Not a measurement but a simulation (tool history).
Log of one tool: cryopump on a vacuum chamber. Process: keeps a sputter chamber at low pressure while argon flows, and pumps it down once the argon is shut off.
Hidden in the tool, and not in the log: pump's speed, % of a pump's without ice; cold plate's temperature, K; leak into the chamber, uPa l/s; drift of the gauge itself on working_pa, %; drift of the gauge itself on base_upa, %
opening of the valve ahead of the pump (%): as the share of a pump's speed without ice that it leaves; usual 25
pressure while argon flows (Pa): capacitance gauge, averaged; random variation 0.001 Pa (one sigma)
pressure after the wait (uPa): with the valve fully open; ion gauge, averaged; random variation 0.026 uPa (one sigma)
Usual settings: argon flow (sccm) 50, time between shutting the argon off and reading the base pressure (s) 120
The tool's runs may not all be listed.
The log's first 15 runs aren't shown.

run	hour	argon flow (sccm)	time between shutting the argon off and reading the base pressure (s)	opening of the valve ahead of the pump (%)	hours of work since the pump was warmed up and emptied	hours of work since the cold head was overhauled	hours of work since the chamber's fittings were tightened	pressure while argon flows (Pa)	pressure after the wait (uPa)
# hour 646.1: leaking fittings of the chamber tightened, without venting
16	650.5	50	120	59	103	1143	3	0.1206	1.17
17	683.5	36	120	59	121	1162	21	0.0878	1.17
18	739.5	36	106	59	154	1194	54	0.0876	1.34
19	776.6	28	156	53	175	1216	75	0.0752	1.08
20	831.4	32	99	20	206	1247	106	0.2255	1.51
21	861.8	23	50	31	224	1265	124	0.1062	2.54
22	901.5	23	50	31	247	1287	147	0.1055	2.59
23	960.5	45	73	22	280	1321	180	0.2921	1.98
24	990.2	50	46	25	298	1338	197	0.2859	2.85
25	1030.4	50	46	25	321	1361	221	0.2865	2.84
26	1077.2	70	57	25	347	1388	247	0.4017	2.48
27	1130.4	61	189	56	378	1419	278	0.1593	1.18
28	1176.9	72	20	45	405	1446	305	0.2321	5.96
29	1229.8	23	143	23	435	1476	335	0.1425	1.41
30	1256.7	26	121	15	450	1491	350	0.2468	1.59
31	1314.8	26	121	15	484	1525	384	0.2478	1.67
32	1366.6	29	61	21	514	1554	414	0.1975	2.54
33	1399.3	29	61	21	532	1573	432	0.1981	2.57

Forecast each of these 5 alternatives for the next run:
A	1453.2	53	100	38	563	1604	463	?	?
B	1453.2	29	61	32	563	1604	463	?	?
C	1453.2	50	37	22	563	1604	463	?	?
D	1453.2	29	51	21	563	1604	463	?	?
E	1453.2	48	32	32	563	1604	463	?	?

run	pressure while argon flows (Pa)	pressure after the wait (uPa)
A	0.2042	1.91
B	0.1312	2.66
C	0.3254	3.77
D	0.199	2.95
E	0.2188	4.31
Without the tool's hidden state the same runs would have given:
run	pressure while argon flows (Pa)	pressure after the wait (uPa)
A	0.1959	1.32
B	0.1267	2.06
C	0.3176	3.18
D	0.1944	2.36
E	0.2113	3.71
